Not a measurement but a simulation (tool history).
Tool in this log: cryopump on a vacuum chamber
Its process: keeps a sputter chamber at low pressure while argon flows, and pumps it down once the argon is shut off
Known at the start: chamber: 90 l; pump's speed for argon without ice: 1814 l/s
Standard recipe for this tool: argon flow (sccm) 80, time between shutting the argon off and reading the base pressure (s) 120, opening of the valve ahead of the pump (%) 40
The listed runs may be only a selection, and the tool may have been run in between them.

run,hour,argon flow (sccm),time between shutting the argon off and reading the base pressure (s),opening of the valve ahead of the pump (%),pressure while argon flows (Pa),pressure after the wait (uPa)
1,0.0,80,120,40,0.2005,1.94
2,104.1,80,274,40,0.2055,1.97
3,164.6,80,274,40,0.2053,1.97
4,272.6,80,80,40,0.2080,2.28
5,335.6,80,120,56,0.1571,2.32
# hour 351.4: pump warmed up, emptied and cooled again
6,393.5,80,120,40,0.1897,1.78
7,461.5,80,54,40,0.1910,2.13
8,542.7,80,54,40,0.1898,2.22
9,588.5,80,54,40,0.1919,2.21
10,694.8,80,54,40,0.1928,2.27
11,768.1,80,54,29,0.2661,2.37
12,817.0,80,54,29,0.2659,2.42
13,877.3,80,54,29,0.2678,2.51
14,944.5,80,54,29,0.2673,2.48
15,1018.2,80,28,52,0.1570,2.99
# hour 1040.2: leaking fittings of the chamber tightened, without venting
16,1092.3,80,28,52,0.1586,1.14
17,1162.7,102,291,21,0.4729,0.34
18,1263.1,33,60,58,0.0607,0.78
19,1345.9,134,78,30,0.4490,0.68
20,1415.5,144,120,39,0.3847,0.58
21,1511.8,56,35,53,0.1151,1.17
22,1599.2,56,35,53,0.1164,1.18
# hour 1647.5: pump warmed up, emptied and cooled again
23,1682.9,152,163,34,0.4217,0.52
24,1732.2,152,163,34,0.4215,0.62

What if the next run were any one of these 5? Each begins from the tool's condition after run 24:
A,1801.7,152,39,34,?,?
B,1801.7,123,35,34,?,?
C,1801.7,158,200,16,?,?
D,1801.7,62,163,22,?,?
E,1801.7,49,20,26,?,?

run,pressure while argon flows (Pa),pressure after the wait (uPa)
A,0.4241,1.05
B,0.3435,1.19
C,0.9223,0.58
D,0.2668,0.61
E,0.1770,1.71
With the hidden condition removed and each run's random variation left untouched, the same runs would have given:
run,pressure while argon flows (Pa),pressure after the wait (uPa)
A,0.4170,0.76
B,0.3377,0.90
C,0.9149,0.30
D,0.2638,0.33
E,0.1747,1.42

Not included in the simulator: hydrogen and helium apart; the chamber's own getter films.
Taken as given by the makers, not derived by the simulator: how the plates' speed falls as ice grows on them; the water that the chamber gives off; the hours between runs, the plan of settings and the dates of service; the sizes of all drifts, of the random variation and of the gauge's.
